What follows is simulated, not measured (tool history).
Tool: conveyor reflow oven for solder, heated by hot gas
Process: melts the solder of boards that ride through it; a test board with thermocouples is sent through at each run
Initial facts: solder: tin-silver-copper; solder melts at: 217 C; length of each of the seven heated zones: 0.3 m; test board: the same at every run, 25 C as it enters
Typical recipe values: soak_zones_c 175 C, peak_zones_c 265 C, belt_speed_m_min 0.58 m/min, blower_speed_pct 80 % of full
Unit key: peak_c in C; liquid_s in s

run	day	soak_zones_c	peak_zones_c	belt_speed_m_min	blower_speed_pct	peak_c	liquid_s
1	0	175	265	0.58	80	252.9	48.8
2	1.079	175	265	0.621	80	251.2	44.32
# day 2.492: thermocouples of zones 6 and 7 changed
3	2.788	175	265	0.621	80	252	44.6
# day 3.5: flux residue cleaned out of gas plates and filters
4	4.312	175	263	0.58	80	251.7	48.17
5	5.8	175	265	0.655	80	250.2	41.09
6	7.579	175	265	0.58	76	253.1	48.93
7	9.242	175	265	0.568	80	253.7	50.63
8	10.167	175	265	0.568	80	253.9	50.61
9	11.95	174	265	0.58	80	253.1	48.7
# day 13.575: flux residue cleaned out of gas plates and filters, once more
10	14.121	170	265	0.58	80	253.4	48.26
11	15.392	175	265	0.58	66	252.3	48.62
12	16.212	175	266	0.58	66	253.3	48.99
13	17.154	166	265	0.531	82	255.2	53.23
# day 18.546: belt drive overhauled, speed set with a stopwatch
14	19.154	175	265	0.541	80	255	53.41
15	21	169	265	0.511	79	255.3	55.46
16	22.604	175	266	0.597	76	253	46.61
17	24.133	175	266	0.597	76	252.9	46.69
18	25.542	165	260	0.592	80	246.6	41.01
19	27.262	183	254	0.508	61	245.1	53.55
20	29.229	183	274	0.508	61	263.5	63.55
# day 29.546: flux residue cleaned out of gas plates and filters
21	30.8	183	274	0.508	61	263.8	63.82
22	32.175	165	264	0.58	80	251.4	45.01
23	33.962	187	272	0.629	82	259.6	50.75

Consider 4 possible next runs. They are alternatives, not a sequence: every one starts from the tool as it was left by run 23. What does each give?
A	35.708	175	265	0.671	80	?	?
B	35.708	187	268	0.543	58	?	?
C	35.708	175	275	0.584	54	?	?
D	35.708	175	265	0.58	63	?	?

run	peak_c	liquid_s
A	249.4	39.49
B	256.8	57.89
C	258.8	50.43
D	251.5	47.29
With the hidden condition removed and each run's random variation left untouched, the same runs would have given:
run	peak_c	liquid_s
A	250.4	39.67
B	257.7	57.81
C	259.7	50.42
D	252.4	47.4

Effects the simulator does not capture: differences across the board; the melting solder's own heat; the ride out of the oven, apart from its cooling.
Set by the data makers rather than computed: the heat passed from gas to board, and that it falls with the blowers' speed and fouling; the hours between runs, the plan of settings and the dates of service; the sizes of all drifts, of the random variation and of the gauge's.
